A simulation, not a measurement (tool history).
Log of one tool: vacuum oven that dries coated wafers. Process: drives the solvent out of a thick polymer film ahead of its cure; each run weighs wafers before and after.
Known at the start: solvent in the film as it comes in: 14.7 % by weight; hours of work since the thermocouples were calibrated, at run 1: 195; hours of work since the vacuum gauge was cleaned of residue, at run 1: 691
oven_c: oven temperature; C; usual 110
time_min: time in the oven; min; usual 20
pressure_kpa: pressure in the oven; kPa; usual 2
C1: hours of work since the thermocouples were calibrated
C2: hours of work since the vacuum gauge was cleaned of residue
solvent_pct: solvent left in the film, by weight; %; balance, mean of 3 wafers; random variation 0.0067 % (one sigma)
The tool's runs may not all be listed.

{"run": 1, "hour": 0.0, "oven_c": 110, "time_min": 20, "pressure_kpa": 2, "C1": 195, "C2": 691, "solvent_pct": 3.809}
{"run": 2, "hour": 17.6, "oven_c": 110, "time_min": 15, "pressure_kpa": 2, "C1": 206, "C2": 702, "solvent_pct": 4.299}
{"run": 3, "hour": 33.3, "oven_c": 110, "time_min": 15, "pressure_kpa": 2, "C1": 216, "C2": 711, "solvent_pct": 4.303}
{"run": 4, "hour": 51.9, "oven_c": 110, "time_min": 22, "pressure_kpa": 2, "C1": 227, "C2": 723, "solvent_pct": 3.687}
{"run": 5, "hour": 66.8, "oven_c": 110, "time_min": 20, "pressure_kpa": 2, "C1": 236, "C2": 732, "solvent_pct": 3.802}
{"run": 6, "hour": 80.0, "oven_c": 110, "time_min": 20, "pressure_kpa": 2, "C1": 245, "C2": 740, "solvent_pct": 3.798}
{"run": 7, "hour": 91.9, "oven_c": 110, "time_min": 21, "pressure_kpa": 2, "C1": 252, "C2": 747, "solvent_pct": 3.745}
{"run": 8, "hour": 103.3, "oven_c": 110, "time_min": 21, "pressure_kpa": 2, "C1": 259, "C2": 754, "solvent_pct": 3.745}
{"run": 9, "hour": 120.3, "oven_c": 122, "time_min": 25, "pressure_kpa": 2, "C1": 269, "C2": 765, "solvent_pct": 2.285}
{"run": 10, "hour": 128.8, "oven_c": 122, "time_min": 25, "pressure_kpa": 2, "C1": 275, "C2": 770, "solvent_pct": 2.268}

Run 11 comes next. What will it give?
{"run": 11, "hour": 138.8, "oven_c": 122, "time_min": 25, "pressure_kpa": 2, "C1": 281, "C2": 776, "solvent_pct": "?"}

solvent_pct: 2.275 %
Without the tool's hidden state the same run would have given solvent_pct 2.273 %.
